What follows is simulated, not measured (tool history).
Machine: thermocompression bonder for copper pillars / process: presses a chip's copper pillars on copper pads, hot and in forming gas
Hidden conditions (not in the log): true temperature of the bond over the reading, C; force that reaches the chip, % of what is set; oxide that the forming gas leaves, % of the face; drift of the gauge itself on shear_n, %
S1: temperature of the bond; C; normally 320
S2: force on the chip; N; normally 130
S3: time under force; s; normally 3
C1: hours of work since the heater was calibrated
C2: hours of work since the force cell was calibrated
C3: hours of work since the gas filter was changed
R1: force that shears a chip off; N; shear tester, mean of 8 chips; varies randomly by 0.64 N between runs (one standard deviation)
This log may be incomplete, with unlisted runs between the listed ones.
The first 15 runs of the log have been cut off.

{"run": 16, "hour": 410.9, "S1": 320, "S2": 130, "S3": 3, "C1": 1289, "C2": 812, "C3": 14, "R1": 93.2}
{"run": 17, "hour": 427.1, "S1": 320, "S2": 130, "S3": 3, "C1": 1298, "C2": 821, "C3": 23, "R1": 91.9}
{"hour": 431.4, "done": "heater calibrated with a thermocouple chip"}
{"run": 18, "hour": 468.5, "S1": 294, "S2": 130, "S3": 3, "C1": 21, "C2": 843, "C3": 45, "R1": 71.6}
{"run": 19, "hour": 489.4, "S1": 331, "S2": 130, "S3": 9, "C1": 33, "C2": 855, "C3": 57, "R1": 124.6}
{"run": 20, "hour": 523.3, "S1": 331, "S2": 130, "S3": 9, "C1": 52, "C2": 874, "C3": 76, "R1": 125.7}
{"run": 21, "hour": 554.0, "S1": 331, "S2": 130, "S3": 9, "C1": 69, "C2": 892, "C3": 93, "R1": 124.6}
{"run": 22, "hour": 579.6, "S1": 341, "S2": 108, "S3": 3, "C1": 84, "C2": 906, "C3": 108, "R1": 96.6}
{"run": 23, "hour": 598.8, "S1": 314, "S2": 111, "S3": 3, "C1": 95, "C2": 917, "C3": 119, "R1": 77.9}
{"run": 24, "hour": 619.3, "S1": 304, "S2": 149, "S3": 3, "C1": 106, "C2": 929, "C3": 130, "R1": 83.5}
{"run": 25, "hour": 650.3, "S1": 327, "S2": 106, "S3": 3, "C1": 124, "C2": 946, "C3": 148, "R1": 85.3}
{"hour": 671.6, "done": "heater calibrated with a thermocouple chip, once more"}
{"run": 26, "hour": 689.4, "S1": 327, "S2": 161, "S3": 7, "C1": 10, "C2": 967, "C3": 169, "R1": 127.5}
{"run": 27, "hour": 725.0, "S1": 292, "S2": 130, "S3": 2, "C1": 30, "C2": 987, "C3": 189, "R1": 66.3}
{"run": 28, "hour": 751.4, "S1": 292, "S2": 130, "S3": 2, "C1": 45, "C2": 1002, "C3": 204, "R1": 64.9}
{"run": 29, "hour": 788.6, "S1": 292, "S2": 130, "S3": 2, "C1": 66, "C2": 1023, "C3": 225, "R1": 65.1}
{"run": 30, "hour": 824.0, "S1": 292, "S2": 138, "S3": 7, "C1": 86, "C2": 1044, "C3": 245, "R1": 98.7}
{"run": 31, "hour": 861.6, "S1": 292, "S2": 85, "S3": 7, "C1": 108, "C2": 1065, "C3": 267, "R1": 78.8}
{"run": 32, "hour": 882.4, "S1": 308, "S2": 147, "S3": 2, "C1": 119, "C2": 1077, "C3": 278, "R1": 79.1}
{"run": 33, "hour": 909.8, "S1": 320, "S2": 95, "S3": 4, "C1": 135, "C2": 1092, "C3": 294, "R1": 88.4}

5 ways to go on from here, each from the tool as it stands after run 33. What would each give?
{"run": "A", "hour": 938.9, "S1": 320, "S2": 95, "S3": 3, "C1": 151, "C2": 1109, "C3": 310, "R1": "?"}
{"run": "B", "hour": 938.9, "S1": 348, "S2": 130, "S3": 3, "C1": 151, "C2": 1109, "C3": 310, "R1": "?"}
{"run": "C", "hour": 938.9, "S1": 320, "S2": 130, "S3": 2, "C1": 151, "C2": 1109, "C3": 310, "R1": "?"}
{"run": "D", "hour": 938.9, "S1": 331, "S2": 127, "S3": 3, "C1": 151, "C2": 1109, "C3": 310, "R1": "?"}
{"run": "E", "hour": 938.9, "S1": 320, "S2": 95, "S3": 7, "C1": 151, "C2": 1109, "C3": 310, "R1": "?"}

run=A R1=81.3
run=B R1=111.8
run=C R1=83.4
run=D R1=100.0
run=E R1=101.9
With no hidden state in the tool, these same runs would have given:
run=A R1=87.2
run=B R1=118.5
run=C R1=89.4
run=D R1=106.5
run=E R1=108.4
